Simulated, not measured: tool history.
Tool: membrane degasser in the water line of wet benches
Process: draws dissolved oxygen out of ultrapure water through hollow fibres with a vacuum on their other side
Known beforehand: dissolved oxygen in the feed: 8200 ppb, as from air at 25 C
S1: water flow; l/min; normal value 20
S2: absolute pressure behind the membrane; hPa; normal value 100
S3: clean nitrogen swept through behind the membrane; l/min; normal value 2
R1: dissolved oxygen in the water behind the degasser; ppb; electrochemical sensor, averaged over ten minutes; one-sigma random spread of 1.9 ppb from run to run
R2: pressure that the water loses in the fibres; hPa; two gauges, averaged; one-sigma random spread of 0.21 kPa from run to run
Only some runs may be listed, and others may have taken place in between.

| run | day | S1 | S2 | S3 | R1 | R2 |
|---|---|---|---|---|---|---|
| 1 | 0 | 20 | 100 | 2 | 184.9 | 490.6 |
| 2 | 1.046 | 20 | 100 | 2 | 186.5 | 490 |
| 3 | 2.004 | 20 | 100 | 2 | 184.6 | 486.2 |
| 4 | 2.867 | 20 | 100 | 2 | 184.1 | 488.3 |
| 5 | 4.15 | 20 | 100 | 2 | 187.9 | 492.4 |
| 6 | 5.017 | 20 | 100 | 2 | 184.5 | 486.2 |
| 7 | 5.971 | 20 | 100 | 2 | 182.2 | 489 |
| 8 | 6.888 | 20 | 100 | 0.98 | 322.2 | 488.7 |
| 9 | 8.679 | 20 | 100 | 0.98 | 323.7 | 484 |
| 10 | 10.471 | 20 | 100 | 0.98 | 321.9 | 485.6 |
| 11 | 11.838 | 20 | 100 | 0.98 | 332.3 | 487.1 |
| 12 | 13.262 | 20 | 87 | 2 | 156.9 | 482.3 |
| 13 | 14.25 | 20 | 100 | 2 | 186.7 | 482.9 |
| 14 | 16.146 | 14 | 100 | 2 | 118.4 | 343.5 |
| 15 | 18.062 | 20 | 100 | 3.27 | 126.9 | 481.5 |
| 16 | 19.921 | 20 | 100 | 2 | 185.6 | 482.7 |
| 17 | 21.154 | 20 | 100 | 2 | 186.3 | 486.5 |
| 18 | 22.571 | 20 | 61 | 3.45 | 68.9 | 480.2 |
| 19 | 24.138 | 18 | 149 | 1.91 | 266.3 | 434 |
| 20 | 25.217 | 26 | 100 | 1.4 | 354.9 | 623.1 |
| 21 | 26.625 | 28 | 125 | 1.4 | 487.8 | 675.1 |
| 22 | 27.467 | 14 | 184 | 1.4 | 350.6 | 336.8 |
| 23 | 28.962 | 26 | 135 | 2 | 378.6 | 624.1 |
| 24 | 30.208 | 26 | 135 | 2 | 378.5 | 627.1 |
| 25 | 31.312 | 26 | 135 | 2 | 375 | 625.7 |
| 26 | 32.608 | 15 | 84 | 2 | 98.8 | 360.6 |
| 27 | 33.979 | 16 | 100 | 5.64 | 56.3 | 385.8 |
| 28 | 35.9 | 13 | 243 | 5.52 | 123.9 | 309.9 |
| 29 | 36.988 | 13 | 243 | 5.52 | 123.7 | 314.7 |
| 30 | 38.846 | 20 | 100 | 3.08 | 133 | 477.9 |
| 31 | 39.875 | 31 | 81 | 4.54 | 225.3 | 744.2 |
| 32 | 40.938 | 29 | 184 | 1.48 | 723.6 | 695.4 |
| 33 | 41.817 | 13 | 91 | 2 | 95.5 | 309.8 |

Here are 3 independent what-if runs from the current tool condition. What would each one return?
| A | 43.117 | 14 | 100 | 2.87 | ? | ? |
| B | 43.117 | 13 | 91 | 2.09 | ? | ? |
| C | 43.117 | 13 | 249 | 1.46 | ? | ? |

| run | R1 | R2 |
|---|---|---|
| A | 84.5 | 336.9 |
| B | 89.6 | 310.8 |
| C | 444.8 | 311.1 |
Take away the tool's hidden state, keep each run's random variation, and the runs would have read:
| run | R1 | R2 |
|---|---|---|
| A | 84.4 | 344.5 |
| B | 89.6 | 317.8 |
| C | 444.7 | 318.1 |

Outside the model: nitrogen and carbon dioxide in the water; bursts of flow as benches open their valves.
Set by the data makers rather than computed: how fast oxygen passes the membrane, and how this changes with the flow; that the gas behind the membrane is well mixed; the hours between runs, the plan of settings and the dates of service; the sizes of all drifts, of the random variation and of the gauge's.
